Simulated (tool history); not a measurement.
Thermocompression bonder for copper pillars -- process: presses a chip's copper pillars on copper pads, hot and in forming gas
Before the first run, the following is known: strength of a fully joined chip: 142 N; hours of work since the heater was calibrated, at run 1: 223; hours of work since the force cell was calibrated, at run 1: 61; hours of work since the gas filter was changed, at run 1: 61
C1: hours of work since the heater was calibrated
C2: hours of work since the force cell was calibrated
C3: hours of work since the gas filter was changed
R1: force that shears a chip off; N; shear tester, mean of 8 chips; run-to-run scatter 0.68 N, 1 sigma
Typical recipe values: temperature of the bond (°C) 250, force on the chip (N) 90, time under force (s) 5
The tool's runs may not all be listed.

{"run": 1, "hour": 0.0, "temperature of the bond (°C)": 250, "force on the chip (N)": 90, "time under force (s)": 5, "C1": 223, "C2": 61, "C3": 61, "R1": 67.0}
{"run": 2, "hour": 16.2, "temperature of the bond (°C)": 250, "force on the chip (N)": 90, "time under force (s)": 5, "C1": 230, "C2": 69, "C3": 69, "R1": 68.1}
{"run": 3, "hour": 44.3, "temperature of the bond (°C)": 254, "force on the chip (N)": 90, "time under force (s)": 5, "C1": 243, "C2": 82, "C3": 82, "R1": 71.9}
{"run": 4, "hour": 60.4, "temperature of the bond (°C)": 254, "force on the chip (N)": 90, "time under force (s)": 5, "C1": 250, "C2": 89, "C3": 89, "R1": 72.4}
{"run": 5, "hour": 81.3, "temperature of the bond (°C)": 250, "force on the chip (N)": 126, "time under force (s)": 5, "C1": 260, "C2": 98, "C3": 98, "R1": 84.5}
{"run": 6, "hour": 106.9, "temperature of the bond (°C)": 250, "force on the chip (N)": 126, "time under force (s)": 5, "C1": 271, "C2": 110, "C3": 110, "R1": 84.3}
{"run": 7, "hour": 124.8, "temperature of the bond (°C)": 225, "force on the chip (N)": 90, "time under force (s)": 5, "C1": 280, "C2": 118, "C3": 118, "R1": 44.1}
{"run": 8, "hour": 146.0, "temperature of the bond (°C)": 225, "force on the chip (N)": 90, "time under force (s)": 5, "C1": 289, "C2": 128, "C3": 128, "R1": 43.6}
{"run": 9, "hour": 162.5, "temperature of the bond (°C)": 250, "force on the chip (N)": 90, "time under force (s)": 5, "C1": 297, "C2": 135, "C3": 135, "R1": 70.3}
{"run": 10, "hour": 176.8, "temperature of the bond (°C)": 250, "force on the chip (N)": 90, "time under force (s)": 5, "C1": 303, "C2": 142, "C3": 142, "R1": 70.4}
{"run": 11, "hour": 199.0, "temperature of the bond (°C)": 250, "force on the chip (N)": 90, "time under force (s)": 5, "C1": 313, "C2": 152, "C3": 152, "R1": 67.6}
{"run": 12, "hour": 224.8, "temperature of the bond (°C)": 250, "force on the chip (N)": 90, "time under force (s)": 5, "C1": 325, "C2": 164, "C3": 164, "R1": 69.3}
{"run": 13, "hour": 246.3, "temperature of the bond (°C)": 250, "force on the chip (N)": 90, "time under force (s)": 5, "C1": 335, "C2": 173, "C3": 173, "R1": 68.5}
{"run": 14, "hour": 262.9, "temperature of the bond (°C)": 250, "force on the chip (N)": 74, "time under force (s)": 5, "C1": 342, "C2": 181, "C3": 181, "R1": 61.6}
{"run": 15, "hour": 276.7, "temperature of the bond (°C)": 269, "force on the chip (N)": 66, "time under force (s)": 3, "C1": 349, "C2": 187, "C3": 187, "R1": 63.4}
{"run": 16, "hour": 299.6, "temperature of the bond (°C)": 269, "force on the chip (N)": 66, "time under force (s)": 3, "C1": 359, "C2": 197, "C3": 197, "R1": 64.0}
{"run": 17, "hour": 324.0, "temperature of the bond (°C)": 269, "force on the chip (N)": 66, "time under force (s)": 3, "C1": 370, "C2": 209, "C3": 209, "R1": 63.0}
{"run": 18, "hour": 342.2, "temperature of the bond (°C)": 253, "force on the chip (N)": 63, "time under force (s)": 5, "C1": 378, "C2": 217, "C3": 217, "R1": 58.2}
{"run": 19, "hour": 367.6, "temperature of the bond (°C)": 250, "force on the chip (N)": 113, "time under force (s)": 12, "C1": 390, "C2": 228, "C3": 228, "R1": 101.1}
{"run": 20, "hour": 394.1, "temperature of the bond (°C)": 267, "force on the chip (N)": 122, "time under force (s)": 5, "C1": 402, "C2": 240, "C3": 240, "R1": 99.6}

For run 21, what comes out?
{"run": 21, "hour": 420.8, "temperature of the bond (°C)": 251, "force on the chip (N)": 122, "time under force (s)": 4, "C1": 414, "C2": 252, "C3": 252, "R1": "?"}

R1: 77.4 N
Minus the tool's unlogged condition, the same run would have read R1 77.4 N.
